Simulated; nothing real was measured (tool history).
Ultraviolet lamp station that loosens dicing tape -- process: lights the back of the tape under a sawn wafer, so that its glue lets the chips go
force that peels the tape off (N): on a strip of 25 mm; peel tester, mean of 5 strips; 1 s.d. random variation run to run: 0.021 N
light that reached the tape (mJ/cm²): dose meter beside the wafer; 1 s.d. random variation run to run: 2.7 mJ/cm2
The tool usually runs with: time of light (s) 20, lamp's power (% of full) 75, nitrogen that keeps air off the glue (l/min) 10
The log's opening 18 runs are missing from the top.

| run | hour | time of light (s) | lamp's power (% of full) | nitrogen that keeps air off the glue (l/min) | force that peels the tape off (N) | light that reached the tape (mJ/cm²) |
|---|---|---|---|---|---|---|
| 19 | 1356.0 | 17 | 75 | 10 | 1.356 | 301 |
| 20 | 1449.6 | 35 | 75 | 10 | 0.323 | 620 |
| 21 | 1492.6 | 35 | 75 | 10 | 0.317 | 617 |
| 22 | 1543.8 | 21 | 75 | 5 | 1.452 | 370 |
| 23 | 1587.6 | 21 | 67 | 12 | 0.992 | 331 |
| 24 | 1640.8 | 21 | 67 | 12 | 1.016 | 331 |
| 25 | 1732.6 | 14 | 72 | 17 | 1.493 | 238 |
|  | 1792.9 | window cleaned of glue's vapour |
| 26 | 1813.1 | 21 | 64 | 10 | 1.248 | 320 |
| 27 | 1872.6 | 21 | 64 | 10 | 1.193 | 318 |
| 28 | 1927.1 | 21 | 64 | 10 | 1.215 | 319 |
| 29 | 2025.0 | 12 | 96 | 5 | 2.316 | 273 |
| 30 | 2127.6 | 37 | 96 | 15 | 0.186 | 843 |
| 31 | 2228.4 | 29 | 93 | 4 | 0.595 | 634 |
| 32 | 2306.9 | 29 | 93 | 4 | 0.606 | 641 |
| 33 | 2375.8 | 29 | 93 | 4 | 0.627 | 638 |
| 34 | 2430.7 | 22 | 81 | 5 | 1.122 | 419 |
|  | 2517.9 | window cleaned of glue's vapour |
| 35 | 2517.9 | 22 | 81 | 5 | 1.154 | 424 |
| 36 | 2564.1 | 17 | 81 | 4 | 2.026 | 327 |
| 37 | 2617.2 | 19 | 96 | 17 | 0.487 | 431 |
| 38 | 2713.9 | 19 | 96 | 17 | 0.487 | 432 |
| 39 | 2810.4 | 15 | 81 | 4 | 2.348 | 291 |
| 40 | 2873.1 | 15 | 81 | 8 | 1.626 | 292 |
| 41 | 2942.9 | 15 | 81 | 8 | 1.627 | 287 |
| 42 | 3039.1 | 15 | 81 | 8 | 1.628 | 285 |

Consider 4 possible next runs. They are alternatives, not a sequence: every one starts from the tool as it was left by run 42. What does each give?
| A | 3139.4 | 14 | 89 | 19 | ? | ? |
| B | 3139.4 | 20 | 69 | 10 | ? | ? |
| C | 3139.4 | 15 | 81 | 3 | ? | ? |
| D | 3139.4 | 37 | 75 | 10 | ? | ? |

| run | force that peels the tape off (N) | light that reached the tape (mJ/cm²) |
|---|---|---|
| A | 0.992 | 292 |
| B | 1.172 | 323 |
| C | 2.692 | 284 |
| D | 0.277 | 655 |
Stripped of hidden state, with their random variation kept, the same runs would have yielded:
| run | force that peels the tape off (N) | light that reached the tape (mJ/cm²) |
|---|---|---|
| A | 0.985 | 293 |
| B | 1.164 | 324 |
| C | 2.681 | 286 |
| D | 0.275 | 658 |

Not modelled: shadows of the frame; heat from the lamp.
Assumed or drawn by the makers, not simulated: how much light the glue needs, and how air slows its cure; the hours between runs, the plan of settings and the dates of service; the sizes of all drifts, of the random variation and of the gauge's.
